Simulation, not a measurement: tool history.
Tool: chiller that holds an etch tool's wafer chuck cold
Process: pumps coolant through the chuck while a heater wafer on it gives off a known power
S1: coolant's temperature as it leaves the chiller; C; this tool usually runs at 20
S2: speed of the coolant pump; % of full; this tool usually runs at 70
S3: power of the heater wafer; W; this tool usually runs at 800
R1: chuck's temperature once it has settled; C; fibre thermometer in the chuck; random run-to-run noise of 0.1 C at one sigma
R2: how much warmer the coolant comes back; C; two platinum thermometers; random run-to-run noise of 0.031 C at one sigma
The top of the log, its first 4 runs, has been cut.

At hour 228.2: coolant changed, channels flushed.
Run 5, hour 282.9: usual settings. Result: R1 28.9 C, R2 3.25 C.
Run 6, hour 333.4: usual settings. Result: R1 29.0 C, R2 3.29 C.
Run 7, hour 436.6: usual settings. Result: R1 29.0 C, R2 3.19 C.
Run 8, hour 546.8: usual settings. Result: R1 29.0 C, R2 3.24 C.
Run 9, hour 627.2: usual settings. Result: R1 29.0 C, R2 3.28 C.
Run 10, hour 682.2: usual settings. Result: R1 29.1 C, R2 3.28 C.
Run 11, hour 759.9: usual settings. Result: R1 29.2 C, R2 3.20 C.
Run 12, hour 847.7: usual settings. Result: R1 29.0 C, R2 3.31 C.
Run 13, hour 914.6: usual settings. Result: R1 29.0 C, R2 3.30 C.
Run 14, hour 1011.0: usual settings. Result: R1 29.2 C, R2 3.28 C.
Run 15, hour 1085.6: usual settings. Result: R1 29.2 C, R2 3.27 C.
Run 16, hour 1145.1: usual settings. Result: R1 29.3 C, R2 3.29 C.
Run 17, hour 1211.6: usual settings but S1 16 C, S2 97 % of full. Result: R1 22.8 C, R2 2.30 C.
Run 18, hour 1288.2: usual settings but S1 11 C. Result: R1 20.2 C, R2 3.26 C.
Run 19, hour 1362.4: usual settings but S1 18 C, S3 876 W. Result: R1 28.3 C, R2 3.63 C.
Run 20, hour 1464.8: usual settings but S1 13 C, S2 97 % of full, S3 623 W. Result: R1 18.0 C, R2 1.79 C.
At hour 1535.3: chiller's thermometer calibrated.
Run 21, hour 1540.1: usual settings but S1 26 C, S2 76 % of full, S3 623 W. Result: R1 33.0 C, R2 2.26 C.
Run 22, hour 1608.9: usual settings but S1 25 C, S3 911 W. Result: R1 36.3 C, R2 3.82 C.
Run 23, hour 1658.9: usual settings but S1 12 C, S2 84 % of full, S3 432 W. Result: R1 16.5 C, R2 1.47 C.
Run 24, hour 1750.6: usual settings but S3 439 W. Result: R1 25.5 C, R2 1.84 C.
Run 25, hour 1856.0: usual settings but S1 18 C, S2 87 % of full, S3 439 W. Result: R1 22.4 C, R2 1.47 C.
Run 26, hour 1954.0: usual settings but S2 67 % of full, S3 921 W. Result: R1 32.2 C, R2 4.02 C.

Run 27 is up next; what results do you expect?
Run 27, hour 2030.5: usual settings but S1 22 C, S2 92 % of full, S3 572 W. Result: R1 ?, R2 ?.

{"run 27": {"R1": 27.7, "R2": 1.81}}
On a tool with no hidden condition, and with the same random variation, this run would have come out at R1 27.2 C, R2 1.73 C.
